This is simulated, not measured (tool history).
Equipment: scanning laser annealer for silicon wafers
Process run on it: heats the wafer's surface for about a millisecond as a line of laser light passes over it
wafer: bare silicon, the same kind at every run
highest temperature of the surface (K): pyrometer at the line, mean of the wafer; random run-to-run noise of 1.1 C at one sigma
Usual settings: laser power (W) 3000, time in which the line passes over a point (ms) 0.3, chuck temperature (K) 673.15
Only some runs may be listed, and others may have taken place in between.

run,hour,laser power (W),time in which the line passes over a point (ms),chuck temperature (K),highest temperature of the surface (K)
1,0,3000,0.3,673.15,1420.15
2,6.5,3000,0.3,673.15,1421.15
3,17.3,3000,0.3,673.15,1423.15
4,26.7,3000,0.3,673.15,1421.15
5,34.6,3000,0.3,678.15,1428.15
6,41.3,3000,0.3,673.15,1423.15
7,48.7,3000,0.3,673.15,1421.15
8,60.3,3000,0.3,673.15,1422.15
9,70.5,3000,0.3,673.15,1420.15
10,79.1,3000,0.3,670.15,1417.15
11,89.1,3000,0.3,670.15,1417.15
12,96.2,3000,0.3,670.15,1417.15
13,106.8,3000,0.3,670.15,1418.15
14,112.3,3000,0.3,670.15,1416.15
15,120.4,3000,0.315,673.15,1439.15
16,127.6,3000,0.3,673.15,1420.15
17,134.8,3114,0.3,677.15,1448.15
18,143.3,2906,0.3,676.15,1400.15
19,153,3000,0.3,633.15,1379.15
20,161,2997,0.346,673.15,1477.15
21,167.4,3000,0.275,689.15,1401.15
22,178.2,2774,0.24,647.15,1264.15
23,187.1,2774,0.24,647.15,1264.15
24,196.4,2774,0.24,647.15,1263.15
25,202,2812,0.238,698.15,1319.15
26,212.2,3286,0.242,651.15,1374.15
27,223,2684,0.3,673.15,1349.15
28,229.4,3237,0.257,696.15,1434.15
29,238.8,3237,0.257,696.15,1431.15
30,245.9,3237,0.257,696.15,1434.15
31,250.6,3237,0.322,686.15,1515.15

A few steps of highest temperature of the surface (K) between consecutive runs. Split each: what settings, incoming material and random variation would produce without the hidden state, and what is left over for the hidden state, along with gauge scatter present in only one of the two compared results (measured, and without hidden state):
The tool's hidden condition here consists of: light that passes the window, % of a clean one's; laser's true power over the reading, %; width of the line over the set one, %; drift of the gauge itself on peak_c, C.
Run 19 -> 20: laser power (W) 3000 -> 2997, time in which the line passes over a point (ms) 0.3 -> 0.346, chuck temperature (K) 633.15 -> 673.15. highest temperature of the surface (K) +98: hidden state -1, all else +99.
Run 21 -> 22: laser power (W) 3000 -> 2774, time in which the line passes over a point (ms) 0.275 -> 0.24, chuck temperature (K) 689.15 -> 647.15. highest temperature of the surface (K) -137: hidden state +3, all else -140.
Run 25 -> 26: laser power (W) 2812 -> 3286, time in which the line passes over a point (ms) 0.238 -> 0.242, chuck temperature (K) 698.15 -> 651.15. highest temperature of the surface (K) +55: hidden state -3, all else +58.
Run 27 -> 28: laser power (W) 2684 -> 3237, time in which the line passes over a point (ms) 0.3 -> 0.257, chuck temperature (K) 673.15 -> 696.15. highest temperature of the surface (K) +85: hidden state -1, all else +86.
Run 30 -> 31: time in which the line passes over a point (ms) 0.257 -> 0.322, chuck temperature (K) 696.15 -> 686.15. highest temperature of the surface (K) +81: hidden state -4, all else +85.

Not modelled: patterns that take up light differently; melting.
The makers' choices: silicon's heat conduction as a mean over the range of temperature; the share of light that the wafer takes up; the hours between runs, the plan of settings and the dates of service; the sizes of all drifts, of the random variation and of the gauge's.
